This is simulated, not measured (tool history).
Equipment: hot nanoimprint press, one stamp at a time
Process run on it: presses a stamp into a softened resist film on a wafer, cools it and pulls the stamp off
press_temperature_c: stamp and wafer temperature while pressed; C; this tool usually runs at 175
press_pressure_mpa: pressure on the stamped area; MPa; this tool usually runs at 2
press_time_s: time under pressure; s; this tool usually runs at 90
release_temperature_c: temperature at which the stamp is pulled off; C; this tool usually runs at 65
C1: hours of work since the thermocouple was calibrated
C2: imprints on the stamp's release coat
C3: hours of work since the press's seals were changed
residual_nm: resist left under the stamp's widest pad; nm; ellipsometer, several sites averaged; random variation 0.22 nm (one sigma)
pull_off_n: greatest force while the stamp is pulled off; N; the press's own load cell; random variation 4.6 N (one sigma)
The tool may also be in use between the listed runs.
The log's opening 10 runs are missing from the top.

run 11 day=32.971 | press_temperature_c=175 press_pressure_mpa=2 press_time_s=90 release_temperature_c=65 | C1=379 C2=827 C3=707 | residual_nm=115.7 pull_off_n=290
run 12 day=35.704 | press_temperature_c=175 press_pressure_mpa=2.76 press_time_s=90 release_temperature_c=65 | C1=409 C2=937 C3=736 | residual_nm=99.7 pull_off_n=290
-- day=36.983 press's hydraulic seals changed and the load cell set to zero
-- day=38.338 plate thermocouple calibrated
run 13 day=39.429 | press_temperature_c=173 press_pressure_mpa=2 press_time_s=90 release_temperature_c=65 | C1=12 C2=1069 C3=25 | residual_nm=117.1 pull_off_n=295
run 14 day=41.1 | press_temperature_c=173 press_pressure_mpa=2 press_time_s=90 release_temperature_c=65 | C1=30 C2=1136 C3=43 | residual_nm=117.4 pull_off_n=300
run 15 day=42.883 | press_temperature_c=173 press_pressure_mpa=2 press_time_s=90 release_temperature_c=65 | C1=49 C2=1208 C3=63 | residual_nm=117.3 pull_off_n=302
run 16 day=45.075 | press_temperature_c=164 press_pressure_mpa=2.44 press_time_s=56 release_temperature_c=71 | C1=73 C2=1297 C3=86 | residual_nm=162.6 pull_off_n=287
run 17 day=47.967 | press_temperature_c=182 press_pressure_mpa=2.44 press_time_s=56 release_temperature_c=71 | C1=104 C2=1414 C3=118 | residual_nm=101.6 pull_off_n=302
run 18 day=51.667 | press_temperature_c=175 press_pressure_mpa=1.54 press_time_s=57 release_temperature_c=58 | C1=144 C2=1563 C3=158 | residual_nm=150.6 pull_off_n=344
run 19 day=54.217 | press_temperature_c=165 press_pressure_mpa=2.25 press_time_s=133 release_temperature_c=63 | C1=172 C2=1666 C3=185 | residual_nm=121.5 pull_off_n=328
run 20 day=57.358 | press_temperature_c=165 press_pressure_mpa=2.25 press_time_s=60 release_temperature_c=63 | C1=206 C2=1793 C3=220 | residual_nm=162.3 pull_off_n=341
-- day=57.917 stamp cleaned and given a new release coat
run 21 day=60.767 | press_temperature_c=172 press_pressure_mpa=2.25 press_time_s=60 release_temperature_c=63 | C1=240 C2=115 C3=254 | residual_nm=135.1 pull_off_n=252

The next listed run, before its measurement:
run 22 day=64.425 | press_temperature_c=172 press_pressure_mpa=2 press_time_s=90 release_temperature_c=53 | C1=280 C2=263 C3=293 | residual_nm=? pull_off_n=?

{"run 22": {"residual_nm": 123.3, "pull_off_n": 277}}
If the tool had no hidden condition, the same run with the same run-to-run variation would have returned residual_nm 119.8 nm, pull_off_n 262 N.
